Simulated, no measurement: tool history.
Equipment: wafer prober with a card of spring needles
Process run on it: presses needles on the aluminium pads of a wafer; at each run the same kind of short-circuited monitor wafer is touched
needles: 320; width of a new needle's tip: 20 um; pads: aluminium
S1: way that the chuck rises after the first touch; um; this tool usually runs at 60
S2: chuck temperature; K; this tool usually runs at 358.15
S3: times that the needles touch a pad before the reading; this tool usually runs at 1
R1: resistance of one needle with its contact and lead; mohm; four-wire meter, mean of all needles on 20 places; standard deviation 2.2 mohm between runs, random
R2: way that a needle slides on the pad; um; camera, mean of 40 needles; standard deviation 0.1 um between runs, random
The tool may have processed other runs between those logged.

{"run": 1, "hour": 0.0, "S1": 60, "S2": 358.15, "S3": 1, "R1": 301, "R2": 12.12}
{"hour": 2.1, "done": "tips cleaned on abrasive film"}
{"hour": 6.1, "done": "tips cleaned on abrasive film"}
{"hour": 10.2, "done": "tips cleaned on abrasive film"}
{"hour": 14.3, "done": "tips cleaned on abrasive film"}
{"hour": 19.3, "done": "tips cleaned on abrasive film"}
{"hour": 24.4, "done": "tips cleaned on abrasive film"}
{"hour": 28.4, "done": "tips cleaned on abrasive film"}
{"run": 2, "hour": 28.7, "S1": 60, "S2": 358.15, "S3": 2, "R1": 251, "R2": 12.17}
{"hour": 32.8, "done": "tips cleaned on abrasive film"}
{"hour": 36.8, "done": "tips cleaned on abrasive film"}
{"run": 3, "hour": 40.4, "S1": 60, "S2": 358.15, "S3": 2, "R1": 287, "R2": 12.01}
{"hour": 41.5, "done": "tips cleaned on abrasive film"}
{"hour": 46.6, "done": "tips cleaned on abrasive film"}
{"hour": 50.7, "done": "tips cleaned on abrasive film"}
{"hour": 54.7, "done": "tips cleaned on abrasive film"}
{"hour": 58.8, "done": "tips cleaned on abrasive film"}
{"hour": 62.8, "done": "tips cleaned on abrasive film"}
{"run": 4, "hour": 64.9, "S1": 60, "S2": 358.15, "S3": 2, "R1": 273, "R2": 11.98}
{"hour": 66.9, "done": "tips cleaned on abrasive film"}
{"hour": 71.0, "done": "tips cleaned on abrasive film"}
{"hour": 75.1, "done": "tips cleaned on abrasive film"}
{"run": 5, "hour": 76.4, "S1": 60, "S2": 358.15, "S3": 2, "R1": 269, "R2": 11.85}
{"hour": 79.5, "done": "tips cleaned on abrasive film"}
{"hour": 83.6, "done": "tips cleaned on abrasive film"}
{"hour": 87.6, "done": "tips cleaned on abrasive film"}
{"run": 6, "hour": 90.5, "S1": 60, "S2": 358.15, "S3": 2, "R1": 281, "R2": 11.82}
{"hour": 92.5, "done": "tips cleaned on abrasive film"}
{"hour": 97.6, "done": "tips cleaned on abrasive film"}
{"hour": 101.7, "done": "tips cleaned on abrasive film"}
{"hour": 105.7, "done": "tips cleaned on abrasive film"}
{"run": 7, "hour": 107.3, "S1": 60, "S2": 382.15, "S3": 1, "R1": 282, "R2": 11.87}
{"hour": 110.3, "done": "tips cleaned on abrasive film"}
{"hour": 114.4, "done": "tips cleaned on abrasive film"}
{"hour": 119.5, "done": "tips cleaned on abrasive film"}
{"hour": 124.5, "done": "tips cleaned on abrasive film"}
{"run": 8, "hour": 124.9, "S1": 60, "S2": 382.15, "S3": 1, "R1": 265, "R2": 11.68}
{"hour": 128.9, "done": "tips cleaned on abrasive film"}
{"hour": 133.0, "done": "tips cleaned on abrasive film"}
{"hour": 137.1, "done": "tips cleaned on abrasive film"}
{"hour": 141.1, "done": "tips cleaned on abrasive film"}
{"hour": 145.2, "done": "tips cleaned on abrasive film"}
{"run": 9, "hour": 147.4, "S1": 60, "S2": 382.15, "S3": 1, "R1": 303, "R2": 11.77}
{"hour": 149.5, "done": "tips cleaned on abrasive film"}
{"hour": 153.6, "done": "tips cleaned on abrasive film"}
{"hour": 157.6, "done": "tips cleaned on abrasive film"}
{"hour": 161.7, "done": "tips cleaned on abrasive film"}
{"hour": 165.7, "done": "tips cleaned on abrasive film"}
{"hour": 170.8, "done": "tips cleaned on abrasive film"}
{"run": 10, "hour": 172.7, "S1": 60, "S2": 354.15, "S3": 1, "R1": 291, "R2": 11.63}
{"hour": 175.8, "done": "tips cleaned on abrasive film"}
{"hour": 180.8, "done": "tips cleaned on abrasive film"}
{"hour": 184.9, "done": "tips cleaned on abrasive film"}
{"run": 11, "hour": 185.7, "S1": 60, "S2": 354.15, "S3": 1, "R1": 270, "R2": 11.64}
{"hour": 189.7, "done": "tips cleaned on abrasive film"}
{"hour": 193.8, "done": "tips cleaned on abrasive film"}
{"hour": 197.9, "done": "tips cleaned on abrasive film"}
{"run": 12, "hour": 201.7, "S1": 60, "S2": 354.15, "S3": 1, "R1": 332, "R2": 11.67}
{"hour": 202.8, "done": "tips cleaned on abrasive film"}
{"hour": 206.9, "done": "tips cleaned on abrasive film"}
{"hour": 210.9, "done": "tips cleaned on abrasive film"}
{"hour": 216.0, "done": "tips cleaned on abrasive film"}
{"run": 13, "hour": 219.5, "S1": 60, "S2": 354.15, "S3": 1, "R1": 326, "R2": 11.51}
{"hour": 220.6, "done": "tips cleaned on abrasive film"}
{"hour": 225.7, "done": "tips cleaned on abrasive film"}
{"hour": 230.7, "done": "tips cleaned on abrasive film"}
{"hour": 234.8, "done": "tips cleaned on abrasive film"}
{"hour": 239.8, "done": "tips cleaned on abrasive film"}
{"run": 14, "hour": 242.0, "S1": 67, "S2": 336.15, "S3": 2, "R1": 272, "R2": 12.88}
{"hour": 244.1, "done": "tips cleaned on abrasive film"}
{"hour": 249.1, "done": "tips cleaned on abrasive film"}
{"hour": 254.2, "done": "tips cleaned on abrasive film"}
{"hour": 258.2, "done": "tips cleaned on abrasive film"}
{"run": 15, "hour": 261.3, "S1": 67, "S2": 336.15, "S3": 2, "R1": 281, "R2": 12.77}
{"hour": 262.4, "done": "tips cleaned on abrasive film"}
{"hour": 266.5, "done": "tips cleaned on abrasive film"}
{"hour": 270.5, "done": "tips cleaned on abrasive film"}
{"run": 16, "hour": 274.3, "S1": 52, "S2": 311.15, "S3": 2, "R1": 316, "R2": 9.59}
{"hour": 275.4, "done": "tips cleaned on abrasive film"}
{"hour": 279.4, "done": "tips cleaned on abrasive film"}
{"hour": 283.5, "done": "tips cleaned on abrasive film"}
{"hour": 287.5, "done": "tips cleaned on abrasive film"}
{"hour": 291.6, "done": "tips cleaned on abrasive film"}
{"hour": 295.7, "done": "tips cleaned on abrasive film"}
{"hour": 299.7, "done": "tips cleaned on abrasive film"}
{"run": 17, "hour": 302.6, "S1": 40, "S2": 306.15, "S3": 1, "R1": 434, "R2": 7.05}
{"hour": 304.7, "done": "tips cleaned on abrasive film"}
{"hour": 308.7, "done": "tips cleaned on abrasive film"}
{"hour": 313.8, "done": "tips cleaned on abrasive film"}
{"hour": 317.8, "done": "tips cleaned on abrasive film"}
{"run": 18, "hour": 320.9, "S1": 71, "S2": 345.15, "S3": 1, "R1": 290, "R2": 13.41}
{"hour": 322.0, "done": "tips cleaned on abrasive film"}
{"hour": 326.1, "done": "tips cleaned on abrasive film"}
{"hour": 331.1, "done": "tips cleaned on abrasive film"}
{"hour": 335.2, "done": "tips cleaned on abrasive film"}
{"hour": 340.2, "done": "tips cleaned on abrasive film"}
{"hour": 344.4, "done": "tips cleaned on abrasive film"}
{"run": 19, "hour": 344.4, "S1": 41, "S2": 335.15, "S3": 3, "R1": 250, "R2": 7.17}
{"hour": 348.4, "done": "tips cleaned on abrasive film"}
{"hour": 352.5, "done": "tips cleaned on abrasive film"}
{"hour": 356.6, "done": "tips cleaned on abrasive film"}
{"hour": 361.6, "done": "tips cleaned on abrasive film"}
{"hour": 365.7, "done": "tips cleaned on abrasive film"}
{"run": 20, "hour": 367.8, "S1": 41, "S2": 335.15, "S3": 3, "R1": 309, "R2": 7.01}
{"hour": 369.9, "done": "tips cleaned on abrasive film"}
{"hour": 373.9, "done": "tips cleaned on abrasive film"}
{"hour": 378.0, "done": "tips cleaned on abrasive film"}
{"run": 21, "hour": 381.6, "S1": 69, "S2": 312.15, "S3": 2, "R1": 282, "R2": 12.71}
{"hour": 382.7, "done": "tips cleaned on abrasive film"}
{"hour": 386.7, "done": "tips cleaned on abrasive film"}
{"hour": 390.8, "done": "tips cleaned on abrasive film"}
{"hour": 395.8, "done": "tips cleaned on abrasive film"}
{"hour": 400.9, "done": "tips cleaned on abrasive film"}
{"hour": 404.9, "done": "tips cleaned on abrasive film"}
{"run": 22, "hour": 408.9, "S1": 55, "S2": 303.15, "S3": 2, "R1": 321, "R2": 9.8}
{"hour": 409.9, "done": "tips cleaned on abrasive film"}
{"hour": 414.0, "done": "tips cleaned on abrasive film"}
{"hour": 418.1, "done": "tips cleaned on abrasive film"}
{"hour": 422.1, "done": "tips cleaned on abrasive film"}
{"hour": 426.2, "done": "tips cleaned on abrasive film"}
{"hour": 430.2, "done": "tips cleaned on abrasive film"}
{"run": 23, "hour": 431.3, "S1": 66, "S2": 301.15, "S3": 2, "R1": 249, "R2": 12.02}
{"hour": 434.4, "done": "tips cleaned on abrasive film"}
{"hour": 438.4, "done": "tips cleaned on abrasive film"}
{"hour": 442.5, "done": "tips cleaned on abrasive film"}
{"hour": 446.6, "done": "tips cleaned on abrasive film"}
{"hour": 450.6, "done": "tips cleaned on abrasive film"}
{"run": 24, "hour": 451.1, "S1": 60, "S2": 331.15, "S3": 2, "R1": 255, "R2": 10.84}
{"hour": 453.4, "done": "height of the first contact set anew"}
{"hour": 455.5, "done": "tips cleaned on abrasive film"}
{"hour": 459.6, "done": "tips cleaned on abrasive film"}
{"hour": 463.6, "done": "tips cleaned on abrasive film"}
{"run": 25, "hour": 464.1, "S1": 77, "S2": 327.15, "S3": 3, "R1": 240, "R2": 15.76}
{"hour": 468.2, "done": "tips cleaned on abrasive film"}
{"hour": 472.2, "done": "tips cleaned on abrasive film"}
{"hour": 476.3, "done": "tips cleaned on abrasive film"}
{"run": 26, "hour": 478.4, "S1": 60, "S2": 299.15, "S3": 2, "R1": 269, "R2": 12.11}

Table of differences, measured result less the result of that run with no hidden state. Run-to-run variation is the same in both. Gauge scatter possibly is not:
Hidden state at play: debris on the tips, nm; way that the needles fall short of the set height, um; tips' diameter, um; drift of the gauge itself on contact_mohm, %; drift of the gauge itself on scrub_um, %.
run=1 R1=+61 R2=-0.15
run=2 R1=+9 R2=-0.26
run=3 R1=+47 R2=-0.29
run=4 R1=+30 R2=-0.37
run=5 R1=+25 R2=-0.41
run=6 R1=+42 R2=-0.45
run=7 R1=+35 R2=-0.51
run=8 R1=+17 R2=-0.55
run=9 R1=+55 R2=-0.65
run=10 R1=+52 R2=-0.73
run=11 R1=+31 R2=-0.78
run=12 R1=+94 R2=-0.82
run=13 R1=+83 R2=-0.89
run=14 R1=+35 R2=-0.97
run=15 R1=+44 R2=-1.02
run=16 R1=+83 R2=-1.04
run=17 R1=+198 R2=-1.17
run=18 R1=+57 R2=-1.23
run=19 R1=+10 R2=-1.32
run=20 R1=+65 R2=-1.4
run=21 R1=+53 R2=-1.44
run=22 R1=+91 R2=-1.52
run=23 R1=+23 R2=-1.62
run=24 R1=+18 R2=-1.71
run=25 R1=+7 R2=-0.05
run=26 R1=+41 R2=-0.08
